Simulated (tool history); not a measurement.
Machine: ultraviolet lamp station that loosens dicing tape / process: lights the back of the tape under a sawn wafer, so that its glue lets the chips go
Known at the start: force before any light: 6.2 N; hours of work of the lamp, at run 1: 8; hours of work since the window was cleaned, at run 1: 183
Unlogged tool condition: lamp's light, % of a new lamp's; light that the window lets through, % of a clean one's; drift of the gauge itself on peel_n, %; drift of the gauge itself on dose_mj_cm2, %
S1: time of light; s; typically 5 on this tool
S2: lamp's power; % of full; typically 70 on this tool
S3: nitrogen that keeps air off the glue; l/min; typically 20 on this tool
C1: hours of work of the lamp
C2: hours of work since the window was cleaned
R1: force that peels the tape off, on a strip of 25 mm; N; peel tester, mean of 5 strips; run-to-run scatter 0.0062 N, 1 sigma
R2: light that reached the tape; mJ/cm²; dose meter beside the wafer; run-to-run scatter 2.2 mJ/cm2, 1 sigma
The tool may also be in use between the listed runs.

run     day  S1  S2  S3   C1   C2     R1   R2
  1       0   5  70  20    8  183  0.217  184
  2    1.75   5  70   6   30  205  0.423  185
  3   5.138   5  70  19   72  247   0.25  174
  4   7.962   5  70  19  108  283  0.259  171
  5  12.038   5  70  19  159  334  0.272  167
  6  16.029   5  70  20  209  385  0.283  163
  7  17.892   5  70   8  233  408  0.464  158
  8  21.075   3  68  10  273  448  1.227   90
  9  23.088   9  88   9  298  474   0.12  347
 10  26.475   2  64  33  341  516  1.818   57
     28.183  -- window cleaned of glue's vapour
 11  29.808   2  64  33  383   20  1.537   65

Subtracting, for every run, the result it would have given without the tool's unlogged condition from the measured result gives the following. The same run-to-run variation enters both numbers; the gauge's scatter may not:
run      R1    R2
  1  +0.035   -17
  2  +0.086   -20
  3  +0.058   -25
  4   +0.07   -29
  5   +0.09   -35
  6  +0.107   -42
  7  +0.195   -44
  8  +0.454   -28
  9  +0.011  -115
 10  +0.649   -20
 11  +0.322   -11
